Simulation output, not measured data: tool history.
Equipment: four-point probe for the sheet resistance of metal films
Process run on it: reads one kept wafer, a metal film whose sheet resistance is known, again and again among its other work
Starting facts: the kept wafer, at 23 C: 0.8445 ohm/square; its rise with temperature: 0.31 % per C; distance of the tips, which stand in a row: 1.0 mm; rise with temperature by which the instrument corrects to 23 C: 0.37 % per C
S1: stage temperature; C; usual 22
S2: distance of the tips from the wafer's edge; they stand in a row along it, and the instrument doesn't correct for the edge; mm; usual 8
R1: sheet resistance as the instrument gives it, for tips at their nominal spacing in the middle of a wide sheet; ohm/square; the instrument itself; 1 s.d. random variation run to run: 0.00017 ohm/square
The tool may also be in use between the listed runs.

Run 1, hour 0.0: usual settings. Result: R1 0.852814 ohm/square.
Run 2, hour 54.1: usual settings but S2 10 mm. Result: R1 0.850466 ohm/square.
Run 3, hour 117.5: usual settings but S2 10 mm. Result: R1 0.849991 ohm/square.
Run 4, hour 172.4: usual settings. Result: R1 0.852693 ohm/square.
Run 5, hour 201.6: usual settings. Result: R1 0.852677 ohm/square.
Run 6, hour 250.2: usual settings but S1 35 C. Result: R1 0.846147 ohm/square.
Run 7, hour 298.0: usual settings but S1 35 C. Result: R1 0.846234 ohm/square.
Run 8, hour 338.6: usual settings but S2 40 mm. Result: R1 0.845838 ohm/square.
Run 9, hour 400.1: usual settings but S2 40 mm. Result: R1 0.845505 ohm/square.
Run 10, hour 428.2: usual settings but S2 12 mm. Result: R1 0.848662 ohm/square.
Run 11, hour 487.4: usual settings but S2 12 mm. Result: R1 0.848544 ohm/square.
Run 12, hour 530.1: usual settings but S2 12 mm. Result: R1 0.848454 ohm/square.
Run 13, hour 584.1: usual settings but S2 12 mm. Result: R1 0.848787 ohm/square.
Run 14, hour 637.3: usual settings but S2 12 mm. Result: R1 0.848374 ohm/square.
Run 15, hour 693.6: usual settings but S2 12 mm. Result: R1 0.847658 ohm/square.
Run 16, hour 741.7: usual settings but S2 12 mm. Result: R1 0.847729 ohm/square.
Run 17, hour 772.0: usual settings but S2 12 mm. Result: R1 0.847690 ohm/square.
Run 18, hour 817.1: usual settings but S2 12 mm. Result: R1 0.847282 ohm/square.
Run 19, hour 868.5: usual settings but S2 10 mm. Result: R1 0.848964 ohm/square.
Run 20, hour 924.5: usual settings. Result: R1 0.851619 ohm/square.
Run 21, hour 965.6: usual settings. Result: R1 0.851087 ohm/square.
Run 22, hour 994.5: usual settings but S1 24 C, S2 34 mm. Result: R1 0.843884 ohm/square.
Run 23, hour 1034.2: usual settings but S1 20 C, S2 5 mm. Result: R1 0.862878 ohm/square.
Run 24, hour 1080.7: usual settings but S1 20 C, S2 5 mm. Result: R1 0.862924 ohm/square.
Run 25, hour 1141.5: usual settings but S1 21 C, S2 4 mm. Result: R1 0.871903 ohm/square.
Run 26, hour 1169.2: usual settings but S1 24 C, S2 14 mm. Result: R1 0.845337 ohm/square.
Run 27, hour 1196.3: usual settings but S1 31 C, S2 13 mm. Result: R1 0.842285 ohm/square.
Run 28, hour 1227.5: usual settings but S1 31 C, S2 13 mm. Result: R1 0.842307 ohm/square.
Run 29, hour 1287.0: usual settings but S1 31 C, S2 13 mm. Result: R1 0.842527 ohm/square.
Run 30, hour 1326.6: usual settings but S1 34 C, S2 5 mm. Result: R1 0.855880 ohm/square.
Run 31, hour 1354.9: usual settings but S1 24 C, S2 3 mm. Result: R1 0.890189 ohm/square.
Run 32, hour 1395.2: usual settings but S1 24 C, S2 56 mm. Result: R1 0.842829 ohm/square.
Run 33, hour 1427.6: usual settings but S1 25 C, S2 11 mm. Result: R1 0.845645 ohm/square.
Run 34, hour 1453.7: usual settings but S1 24 C, S2 28 mm. Result: R1 0.843407 ohm/square.
Run 35, hour 1489.4: usual settings but S1 32 C, S2 18 mm. Result: R1 0.840057 ohm/square.
Run 36, hour 1543.1: usual settings but S1 32 C, S2 18 mm. Result: R1 0.840128 ohm/square.
Run 37, hour 1572.1: usual settings but S1 25 C, S2 7 mm. Result: R1 0.851202 ohm/square.
Run 38, hour 1606.3: usual settings but S1 21 C, S2 22 mm. Result: R1 0.844831 ohm/square.
Run 39, hour 1643.1: usual settings but S1 34 C, S2 13 mm. Result: R1 0.840455 ohm/square.

Between the runs listed above, the log contained 2 entries, not reproduced here. Where in the sequence does each belong, and how does what the log doesn't record of the tool's condition differ from the listed run before to the listed run after?
Between runs 12 and 13: stage's thermometer calibrated (hour 536.0)
  inner tips' distance over the nominal, %: -0.034 -> -0.04; tips' flats over new ones', %: 19 -> 20; wafer's true temperature over the reading, C: 0.22 -> 0.34
  measured minus no-state result, R1: +0.000269 -> +0.000527 ohm/square
Between runs 14 and 15: stage's thermometer calibrated, once more (hour 693.6)
  inner tips' distance over the nominal, %: -0.046 -> -0.053; tips' flats over new ones', %: 21 -> 22; wafer's true temperature over the reading, C: 0.35 -> -0.04
  measured minus no-state result, R1: +0.000479 -> -0.000601 ohm/square
